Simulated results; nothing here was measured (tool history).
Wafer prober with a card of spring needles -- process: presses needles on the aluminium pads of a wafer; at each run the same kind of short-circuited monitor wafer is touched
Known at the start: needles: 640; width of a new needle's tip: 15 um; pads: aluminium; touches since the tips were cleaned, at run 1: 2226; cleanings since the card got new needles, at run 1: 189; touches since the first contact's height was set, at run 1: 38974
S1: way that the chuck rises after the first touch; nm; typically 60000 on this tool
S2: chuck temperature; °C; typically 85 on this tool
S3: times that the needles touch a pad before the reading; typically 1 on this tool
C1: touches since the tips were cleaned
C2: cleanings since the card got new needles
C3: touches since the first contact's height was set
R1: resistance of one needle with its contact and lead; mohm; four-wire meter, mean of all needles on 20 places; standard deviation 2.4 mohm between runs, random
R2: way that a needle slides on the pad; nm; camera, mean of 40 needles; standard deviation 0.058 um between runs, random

| run | hour | S1 | S2 | S3 | C1 | C2 | C3 | R1 | R2 |
|---|---|---|---|---|---|---|---|---|---|
| 1 | 0 | 60000 | 85 | 1 | 2226 | 189 | 38974 | 317 | 9130 |
|  | 2.4 | tips cleaned on abrasive film |
|  | 11.7 | tips cleaned on abrasive film |
|  | 23.2 | tips cleaned on abrasive film |
|  | 34.6 | tips cleaned on abrasive film |
|  | 46.1 | tips cleaned on abrasive film |
| 2 | 47.8 | 60000 | 85 | 1 | 403 | 194 | 50588 | 301 | 8840 |
|  | 57.1 | tips cleaned on abrasive film |
|  | 68.7 | tips cleaned on abrasive film |
|  | 80.3 | tips cleaned on abrasive film |
|  | 89.6 | tips cleaned on abrasive film |
| 3 | 90.3 | 60000 | 85 | 1 | 166 | 198 | 60930 | 298 | 8830 |
|  | 99.4 | tips cleaned on abrasive film |
|  | 101.5 | tips cleaned on abrasive film, once more |
|  | 113.1 | tips cleaned on abrasive film |
| 4 | 117.7 | 60000 | 85 | 1 | 1110 | 201 | 67578 | 313 | 8850 |
|  | 124.5 | tips cleaned on abrasive film |
|  | 135.9 | tips cleaned on abrasive film |
|  | 147.3 | tips cleaned on abrasive film |
|  | 156.6 | tips cleaned on abrasive film |
| 5 | 157.5 | 60000 | 85 | 1 | 218 | 205 | 77265 | 294 | 8670 |
|  | 166.8 | tips cleaned on abrasive film |
|  | 178.4 | tips cleaned on abrasive film |
|  | 189.2 | tips cleaned on abrasive film |
| 6 | 189.2 | 60000 | 35 | 1 | 0 | 208 | 84965 | 279 | 8660 |
|  | 200.8 | tips cleaned on abrasive film |
|  | 212.3 | tips cleaned on abrasive film |
|  | 223.9 | tips cleaned on abrasive film |
|  | 235.5 | tips cleaned on abrasive film |
| 7 | 237.3 | 60000 | 35 | 1 | 431 | 212 | 96691 | 288 | 8690 |
|  | 246.6 | tips cleaned on abrasive film |
|  | 255.9 | tips cleaned on abrasive film |
|  | 267.5 | tips cleaned on abrasive film |
| 8 | 270.7 | 60000 | 44 | 1 | 770 | 215 | 104810 | 300 | 8440 |
|  | 277.7 | tips cleaned on abrasive film |
|  | 289.1 | tips cleaned on abrasive film |
|  | 300.6 | tips cleaned on abrasive film |
| 9 | 306.3 | 60000 | 44 | 1 | 1397 | 218 | 113486 | 315 | 8420 |
|  | 311 | tips cleaned on abrasive film |
|  | 322.6 | tips cleaned on abrasive film |
|  | 334.2 | tips cleaned on abrasive film |
| 10 | 338.7 | 60000 | 44 | 1 | 1112 | 221 | 121372 | 303 | 8470 |
|  | 345.7 | tips cleaned on abrasive film |
|  | 357.3 | tips cleaned on abrasive film |
| 11 | 359.7 | 60000 | 85 | 1 | 604 | 223 | 126486 | 311 | 8370 |
|  | 366.7 | tips cleaned on abrasive film |
|  | 378.1 | tips cleaned on abrasive film |
|  | 387.4 | tips cleaned on abrasive film |
| 12 | 388.1 | 60000 | 85 | 1 | 173 | 226 | 133381 | 300 | 8420 |
|  | 397.4 | tips cleaned on abrasive film |
|  | 408.9 | tips cleaned on abrasive film |
|  | 420.3 | tips cleaned on abrasive film |
|  | 431.8 | tips cleaned on abrasive film |
| 13 | 436.8 | 60000 | 85 | 1 | 1242 | 230 | 145254 | 322 | 8310 |
|  | 441.5 | tips cleaned on abrasive film |
|  | 450.8 | tips cleaned on abrasive film |
|  | 462.1 | tips cleaned on abrasive film |
|  | 473.6 | tips cleaned on abrasive film |
|  | 473.9 | height of the first contact set anew |
| 14 | 479.3 | 60000 | 85 | 1 | 1324 | 234 | 1324 | 316 | 9300 |
|  | 483.9 | tips cleaned on abrasive film |
|  | 495.4 | tips cleaned on abrasive film |
|  | 504.7 | tips cleaned on abrasive film |
| 15 | 506 | 60000 | 86 | 2 | 331 | 237 | 7815 | 296 | 9240 |

Expected results for the next run?
|  | 515.1 | tips cleaned on abrasive film |
|  | 524.4 | tips cleaned on abrasive film |
|  | 536 | tips cleaned on abrasive film |
| 16 | 544.8 | 49000 | 97 | 2 | 2140 | 240 | 17249 | ? | ? |

R1: 338 mohm
R2: 7470 nm
Take away the tool's hidden state, keep the run-to-run variation as it was, and the same run would have given R1 285 mohm, R2 7570 nm.

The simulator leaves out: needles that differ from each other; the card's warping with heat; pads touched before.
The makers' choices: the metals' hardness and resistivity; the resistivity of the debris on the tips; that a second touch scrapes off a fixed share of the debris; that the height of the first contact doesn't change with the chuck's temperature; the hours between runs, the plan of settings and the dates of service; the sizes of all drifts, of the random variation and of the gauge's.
